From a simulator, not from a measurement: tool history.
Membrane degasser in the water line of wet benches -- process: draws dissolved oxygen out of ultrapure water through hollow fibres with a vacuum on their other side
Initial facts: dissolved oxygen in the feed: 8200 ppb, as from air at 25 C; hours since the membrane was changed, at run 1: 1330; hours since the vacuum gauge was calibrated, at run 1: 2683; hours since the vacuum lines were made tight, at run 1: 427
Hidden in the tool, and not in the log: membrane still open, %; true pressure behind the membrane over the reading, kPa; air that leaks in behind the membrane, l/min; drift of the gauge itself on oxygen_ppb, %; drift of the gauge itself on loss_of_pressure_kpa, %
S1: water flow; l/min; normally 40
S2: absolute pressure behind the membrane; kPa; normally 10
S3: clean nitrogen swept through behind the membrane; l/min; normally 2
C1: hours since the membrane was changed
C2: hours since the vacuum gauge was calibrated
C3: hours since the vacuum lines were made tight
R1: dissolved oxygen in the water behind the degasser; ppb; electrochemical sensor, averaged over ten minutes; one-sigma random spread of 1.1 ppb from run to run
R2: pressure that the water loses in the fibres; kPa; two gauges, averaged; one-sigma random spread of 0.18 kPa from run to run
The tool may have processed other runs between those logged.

| run | day | S1 | S2 | S3 | C1 | C2 | C3 | R1 | R2 |
|---|---|---|---|---|---|---|---|---|---|
| 1 | 0 | 40 | 10 | 2 | 1330 | 2683 | 427 | 304.5 | 34.44 |
| 2 | 3.804 | 40 | 17.7 | 2 | 1422 | 2774 | 519 | 613.1 | 34.43 |
| 3 | 7.083 | 30 | 10 | 2 | 1500 | 2853 | 598 | 232.7 | 25.97 |
| 4 | 9.279 | 30 | 10 | 2 | 1553 | 2906 | 650 | 234.7 | 25.7 |
| 5 | 11.496 | 40 | 10 | 1.91 | 1606 | 2959 | 703 | 317.3 | 34.36 |
| 6 | 15.317 | 40 | 6.7 | 0.88 | 1698 | 3051 | 795 | 313.6 | 34.09 |
| 7 | 18.446 | 26 | 24.7 | 2.89 | 1773 | 3126 | 870 | 440.3 | 22.39 |
| 8 | 22.379 | 26 | 24.7 | 2.89 | 1868 | 3220 | 965 | 441.3 | 22.27 |
| 9 | 24.708 | 48 | 22.8 | 2.89 | 1923 | 3276 | 1021 | 699.1 | 40.94 |
| 10 | 28.446 | 38 | 22.8 | 2.89 | 2013 | 3366 | 1110 | 571 | 32.6 |

5 options for the next run, each taken on its own from the tool as it stands now. Forecast them:
|  | 30.571 | vacuum gauge calibrated |
| A | 31.267 | 38 | 7.9 | 2.51 | 2080 | 17 | 1177 | ? | ? |
|  | 30.571 | vacuum gauge calibrated |
| B | 31.267 | 43 | 20.7 | 3.82 | 2080 | 17 | 1177 | ? | ? |
|  | 30.571 | vacuum gauge calibrated |
| C | 31.267 | 31 | 19.8 | 2 | 2080 | 17 | 1177 | ? | ? |
|  | 30.571 | vacuum gauge calibrated |
| D | 31.267 | 40 | 10.7 | 5.09 | 2080 | 17 | 1177 | ? | ? |
|  | 30.571 | vacuum gauge calibrated |
| E | 31.267 | 31 | 22.8 | 2.89 | 2080 | 17 | 1177 | ? | ? |

| run | R1 | R2 |
|---|---|---|
| A | 170.9 | 32.38 |
| B | 453.7 | 37.11 |
| C | 559.6 | 26.28 |
| D | 150.8 | 34.04 |
| E | 473.6 | 26.45 |
Take away the tool's hidden state, keep each run's random variation, and the runs would have read:
| run | R1 | R2 |
|---|---|---|
| A | 170.9 | 32.6 |
| B | 453.6 | 37.36 |
| C | 559.6 | 26.47 |
| D | 150.8 | 34.27 |
| E | 473.5 | 26.63 |
